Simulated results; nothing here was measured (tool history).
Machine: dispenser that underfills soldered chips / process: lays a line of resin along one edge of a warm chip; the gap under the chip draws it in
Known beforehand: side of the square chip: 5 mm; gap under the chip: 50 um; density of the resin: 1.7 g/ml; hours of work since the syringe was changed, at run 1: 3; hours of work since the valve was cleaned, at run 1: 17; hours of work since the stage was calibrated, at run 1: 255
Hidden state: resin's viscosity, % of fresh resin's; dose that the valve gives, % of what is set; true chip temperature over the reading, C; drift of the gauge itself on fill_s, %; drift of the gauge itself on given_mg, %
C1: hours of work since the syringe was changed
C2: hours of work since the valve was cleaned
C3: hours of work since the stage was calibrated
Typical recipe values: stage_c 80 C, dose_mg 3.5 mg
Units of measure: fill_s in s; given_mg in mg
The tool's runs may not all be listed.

{"run": 1, "hour": 0.0, "stage_c": 80, "dose_mg": 3.5, "C1": 3, "C2": 17, "C3": 255, "fill_s": 28.7, "given_mg": 3.472}
{"hour": 7.4, "done": "new syringe of resin"}
{"run": 2, "hour": 9.9, "stage_c": 80, "dose_mg": 3.5, "C1": 2, "C2": 24, "C3": 262, "fill_s": 27.4, "given_mg": 3.476}
{"run": 3, "hour": 16.2, "stage_c": 82, "dose_mg": 3.5, "C1": 6, "C2": 28, "C3": 266, "fill_s": 33.3, "given_mg": 3.468}
{"hour": 18.6, "done": "new syringe of resin"}
{"run": 4, "hour": 23.2, "stage_c": 80, "dose_mg": 4.1, "C1": 3, "C2": 33, "C3": 271, "fill_s": 30.1, "given_mg": 4.061}
{"hour": 30.2, "done": "new syringe of resin"}
{"run": 5, "hour": 32.1, "stage_c": 80, "dose_mg": 4.1, "C1": 1, "C2": 39, "C3": 276, "fill_s": 26.5, "given_mg": 4.053}
{"run": 6, "hour": 38.3, "stage_c": 80, "dose_mg": 4.1, "C1": 5, "C2": 43, "C3": 281, "fill_s": 34.1, "given_mg": 4.041}
{"hour": 41.7, "done": "new syringe of resin"}
{"run": 7, "hour": 45.8, "stage_c": 80, "dose_mg": 3.9, "C1": 3, "C2": 48, "C3": 285, "fill_s": 28.2, "given_mg": 3.833}
{"hour": 53.4, "done": "new syringe of resin"}
{"run": 8, "hour": 55.7, "stage_c": 80, "dose_mg": 3.5, "C1": 2, "C2": 54, "C3": 292, "fill_s": 27.2, "given_mg": 3.44}
{"hour": 63.2, "done": "dispensing valve cleaned and set on the balance"}
{"run": 9, "hour": 64.9, "stage_c": 79, "dose_mg": 3.5, "C1": 7, "C2": 1, "C3": 297, "fill_s": 40, "given_mg": 3.487}
{"hour": 66.1, "done": "new syringe of resin"}
{"run": 10, "hour": 70.4, "stage_c": 79, "dose_mg": 3.5, "C1": 3, "C2": 5, "C3": 301, "fill_s": 30.1, "given_mg": 3.485}
{"run": 11, "hour": 74.8, "stage_c": 94, "dose_mg": 3.5, "C1": 6, "C2": 8, "C3": 304, "fill_s": 21.7, "given_mg": 3.481}
{"hour": 77.4, "done": "new syringe of resin"}
{"run": 12, "hour": 79.7, "stage_c": 94, "dose_mg": 3.5, "C1": 2, "C2": 11, "C3": 307, "fill_s": 16.5, "given_mg": 3.477}
{"run": 13, "hour": 84.2, "stage_c": 80, "dose_mg": 3.5, "C1": 5, "C2": 14, "C3": 310, "fill_s": 33.2, "given_mg": 3.472}
{"hour": 88.9, "done": "new syringe of resin"}
{"run": 14, "hour": 91.3, "stage_c": 80, "dose_mg": 4.16, "C1": 2, "C2": 18, "C3": 315, "fill_s": 27.7, "given_mg": 4.129}
{"hour": 100.2, "done": "new syringe of resin"}
{"run": 15, "hour": 100.4, "stage_c": 80, "dose_mg": 4.16, "C1": 0, "C2": 24, "C3": 321, "fill_s": 24.4, "given_mg": 4.102}
{"run": 16, "hour": 105.9, "stage_c": 80, "dose_mg": 3.63, "C1": 4, "C2": 28, "C3": 324, "fill_s": 31, "given_mg": 3.573}
{"hour": 112.0, "done": "new syringe of resin"}
{"run": 17, "hour": 115.0, "stage_c": 80, "dose_mg": 3.99, "C1": 2, "C2": 34, "C3": 330, "fill_s": 27.1, "given_mg": 3.933}
{"run": 18, "hour": 120.9, "stage_c": 80, "dose_mg": 4.08, "C1": 6, "C2": 38, "C3": 334, "fill_s": 35.2, "given_mg": 4.007}
{"hour": 123.3, "done": "new syringe of resin"}
{"run": 19, "hour": 127.7, "stage_c": 80, "dose_mg": 4.08, "C1": 3, "C2": 42, "C3": 339, "fill_s": 30.3, "given_mg": 4.015}
{"hour": 134.9, "done": "new syringe of resin"}
{"run": 20, "hour": 137.2, "stage_c": 80, "dose_mg": 4.08, "C1": 2, "C2": 49, "C3": 345, "fill_s": 27.2, "given_mg": 3.982}
{"run": 21, "hour": 145.7, "stage_c": 80, "dose_mg": 4.08, "C1": 7, "C2": 54, "C3": 351, "fill_s": 40, "given_mg": 3.981}
{"hour": 146.9, "done": "new syringe of resin"}
{"hour": 152.7, "done": "dispensing valve cleaned and set on the balance"}
{"run": 22, "hour": 152.7, "stage_c": 80, "dose_mg": 4.08, "C1": 3, "C2": 0, "C3": 355, "fill_s": 30.5, "given_mg": 4.069}
{"hour": 159.0, "done": "new syringe of resin"}
{"run": 23, "hour": 160.9, "stage_c": 81, "dose_mg": 3.27, "C1": 1, "C2": 5, "C3": 360, "fill_s": 26.7, "given_mg": 3.273}
{"run": 24, "hour": 167.8, "stage_c": 76, "dose_mg": 3.79, "C1": 6, "C2": 10, "C3": 365, "fill_s": 43.4, "given_mg": 3.773}
{"hour": 170.5, "done": "new syringe of resin"}
{"run": 25, "hour": 174.1, "stage_c": 69, "dose_mg": 3.98, "C1": 2, "C2": 14, "C3": 369, "fill_s": 42.8, "given_mg": 3.958}
{"run": 26, "hour": 181.2, "stage_c": 69, "dose_mg": 4.03, "C1": 7, "C2": 19, "C3": 373, "fill_s": 59.1, "given_mg": 4.001}
{"hour": 182.4, "done": "new syringe of resin"}
{"run": 27, "hour": 191.3, "stage_c": 94, "dose_mg": 4.29, "C1": 6, "C2": 25, "C3": 380, "fill_s": 21.3, "given_mg": 4.249}
{"hour": 193.6, "done": "new syringe of resin"}
{"run": 28, "hour": 198.9, "stage_c": 94, "dose_mg": 4.29, "C1": 4, "C2": 30, "C3": 385, "fill_s": 19, "given_mg": 4.233}
{"hour": 205.1, "done": "new syringe of resin"}
{"run": 29, "hour": 205.9, "stage_c": 89, "dose_mg": 3.8, "C1": 1, "C2": 35, "C3": 389, "fill_s": 19.2, "given_mg": 3.751}
{"run": 30, "hour": 213.3, "stage_c": 73, "dose_mg": 3.26, "C1": 6, "C2": 40, "C3": 394, "fill_s": 46.9, "given_mg": 3.199}
{"hour": 216.3, "done": "new syringe of resin"}
{"run": 31, "hour": 220.4, "stage_c": 80, "dose_mg": 4.37, "C1": 3, "C2": 45, "C3": 399, "fill_s": 29.4, "given_mg": 4.296}
{"run": 32, "hour": 224.7, "stage_c": 80, "dose_mg": 4.37, "C1": 6, "C2": 47, "C3": 402, "fill_s": 35.3, "given_mg": 4.29}
{"hour": 227.8, "done": "new syringe of resin"}
{"run": 33, "hour": 234.1, "stage_c": 80, "dose_mg": 4.37, "C1": 4, "C2": 54, "C3": 408, "fill_s": 33.4, "given_mg": 4.287}
{"hour": 239.1, "done": "new syringe of resin"}
{"run": 34, "hour": 239.1, "stage_c": 81, "dose_mg": 4.15, "C1": 0, "C2": 57, "C3": 411, "fill_s": 24.4, "given_mg": 4.049}

Each row is a separate what-if for the run after 34, all from the same tool condition, not one after another. Results?
{"hour": 242.5, "done": "dispensing valve cleaned and set on the balance"}
{"run": "A", "hour": 246.6, "stage_c": 91, "dose_mg": 3.47, "C1": 4, "C2": 3, "C3": 416, "fill_s": "?", "given_mg": "?"}
{"hour": 242.5, "done": "dispensing valve cleaned and set on the balance"}
{"run": "B", "hour": 246.6, "stage_c": 67, "dose_mg": 4.06, "C1": 4, "C2": 3, "C3": 416, "fill_s": "?", "given_mg": "?"}
{"hour": 242.5, "done": "dispensing valve cleaned and set on the balance"}
{"run": "C", "hour": 246.6, "stage_c": 80, "dose_mg": 4.15, "C1": 4, "C2": 3, "C3": 416, "fill_s": "?", "given_mg": "?"}

run=A fill_s=22.7 given_mg=3.471
run=B fill_s=54.5 given_mg=4.077
run=C fill_s=33.5 given_mg=4.143
The same runs, with their run-to-run variation unchanged, on a tool lacking any hidden condition would have given:
run=A fill_s=15.4 given_mg=3.468
run=B fill_s=36.5 given_mg=4.073
run=C fill_s=22.7 given_mg=4.139

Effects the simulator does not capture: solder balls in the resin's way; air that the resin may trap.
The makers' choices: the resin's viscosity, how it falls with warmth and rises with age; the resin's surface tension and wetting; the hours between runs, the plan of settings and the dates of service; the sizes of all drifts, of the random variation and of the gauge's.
